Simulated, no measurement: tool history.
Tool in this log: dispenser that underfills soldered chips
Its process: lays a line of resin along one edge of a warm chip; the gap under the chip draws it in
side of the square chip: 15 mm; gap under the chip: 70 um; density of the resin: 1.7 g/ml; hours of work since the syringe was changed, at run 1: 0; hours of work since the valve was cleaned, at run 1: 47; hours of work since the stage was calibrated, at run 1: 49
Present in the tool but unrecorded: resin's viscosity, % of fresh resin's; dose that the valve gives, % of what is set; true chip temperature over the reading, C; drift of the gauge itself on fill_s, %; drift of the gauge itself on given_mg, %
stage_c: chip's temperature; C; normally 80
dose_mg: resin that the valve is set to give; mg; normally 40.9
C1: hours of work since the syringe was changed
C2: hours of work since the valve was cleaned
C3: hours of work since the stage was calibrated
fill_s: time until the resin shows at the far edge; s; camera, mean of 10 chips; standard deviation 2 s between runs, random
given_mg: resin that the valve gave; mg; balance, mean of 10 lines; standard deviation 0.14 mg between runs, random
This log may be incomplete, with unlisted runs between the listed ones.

{"run": 1, "hour": 0.0, "stage_c": 80, "dose_mg": 40.9, "C1": 0, "C2": 47, "C3": 49, "fill_s": 193.9, "given_mg": 39.55}
{"run": 2, "hour": 3.8, "stage_c": 80, "dose_mg": 40.9, "C1": 2, "C2": 49, "C3": 51, "fill_s": 233.2, "given_mg": 39.19}
{"run": 3, "hour": 8.1, "stage_c": 80, "dose_mg": 40.9, "C1": 5, "C2": 52, "C3": 54, "fill_s": 294, "given_mg": 39.05}
{"hour": 10.0, "done": "dispensing valve cleaned and set on the balance"}
{"hour": 12.1, "done": "new syringe of resin"}
{"run": 4, "hour": 14.1, "stage_c": 80, "dose_mg": 40.9, "C1": 1, "C2": 2, "C3": 57, "fill_s": 209.4, "given_mg": 40.83}
{"run": 5, "hour": 20.0, "stage_c": 80, "dose_mg": 40.9, "C1": 5, "C2": 6, "C3": 60, "fill_s": 279.3, "given_mg": 40.79}
{"hour": 23.0, "done": "new syringe of resin"}
{"run": 6, "hour": 23.7, "stage_c": 80, "dose_mg": 40.9, "C1": 0, "C2": 8, "C3": 62, "fill_s": 198.7, "given_mg": 40.57}
{"run": 7, "hour": 28.7, "stage_c": 80, "dose_mg": 40.9, "C1": 3, "C2": 11, "C3": 65, "fill_s": 254.3, "given_mg": 40.37}
{"run": 8, "hour": 32.0, "stage_c": 87, "dose_mg": 40.8, "C1": 6, "C2": 13, "C3": 67, "fill_s": 216.3, "given_mg": 40.26}
{"hour": 34.0, "done": "new syringe of resin"}
{"run": 9, "hour": 35.9, "stage_c": 85, "dose_mg": 47.6, "C1": 1, "C2": 15, "C3": 70, "fill_s": 163.1, "given_mg": 46.98}
{"run": 10, "hour": 40.2, "stage_c": 85, "dose_mg": 47.6, "C1": 4, "C2": 18, "C3": 72, "fill_s": 203, "given_mg": 46.78}
{"hour": 45.3, "done": "new syringe of resin"}
{"run": 11, "hour": 45.7, "stage_c": 85, "dose_mg": 37.4, "C1": 0, "C2": 21, "C3": 75, "fill_s": 158.3, "given_mg": 36.75}
{"run": 12, "hour": 51.5, "stage_c": 84, "dose_mg": 43.6, "C1": 4, "C2": 25, "C3": 79, "fill_s": 214.5, "given_mg": 42.76}
{"hour": 56.5, "done": "new syringe of resin"}
{"run": 13, "hour": 56.9, "stage_c": 84, "dose_mg": 43.6, "C1": 0, "C2": 28, "C3": 82, "fill_s": 156.8, "given_mg": 42.8}
{"run": 14, "hour": 60.8, "stage_c": 84, "dose_mg": 43.6, "C1": 3, "C2": 30, "C3": 84, "fill_s": 192.5, "given_mg": 42.42}

Here are 4 independent what-if runs from the current tool condition. What would each one return?
{"run": "A", "hour": 64.5, "stage_c": 74, "dose_mg": 43.6, "C1": 5, "C2": 32, "C3": 87, "fill_s": "?", "given_mg": "?"}
{"run": "B", "hour": 64.5, "stage_c": 78, "dose_mg": 39.8, "C1": 5, "C2": 32, "C3": 87, "fill_s": "?", "given_mg": "?"}
{"run": "C", "hour": 64.5, "stage_c": 95, "dose_mg": 37, "C1": 5, "C2": 32, "C3": 87, "fill_s": "?", "given_mg": "?"}
{"run": "D", "hour": 64.5, "stage_c": 79, "dose_mg": 35.4, "C1": 5, "C2": 32, "C3": 87, "fill_s": "?", "given_mg": "?"}

run=A fill_s=386.2 given_mg=42.28
run=B fill_s=311 given_mg=38.69
run=C fill_s=145.9 given_mg=36.13
run=D fill_s=313 given_mg=34.23
Stripped of hidden state, with their random variation kept, the same runs would have yielded:
run=A fill_s=269.1 given_mg=43.44
run=B fill_s=216.1 given_mg=39.74
run=C fill_s=100.8 given_mg=37.11
run=D fill_s=216.6 given_mg=35.16

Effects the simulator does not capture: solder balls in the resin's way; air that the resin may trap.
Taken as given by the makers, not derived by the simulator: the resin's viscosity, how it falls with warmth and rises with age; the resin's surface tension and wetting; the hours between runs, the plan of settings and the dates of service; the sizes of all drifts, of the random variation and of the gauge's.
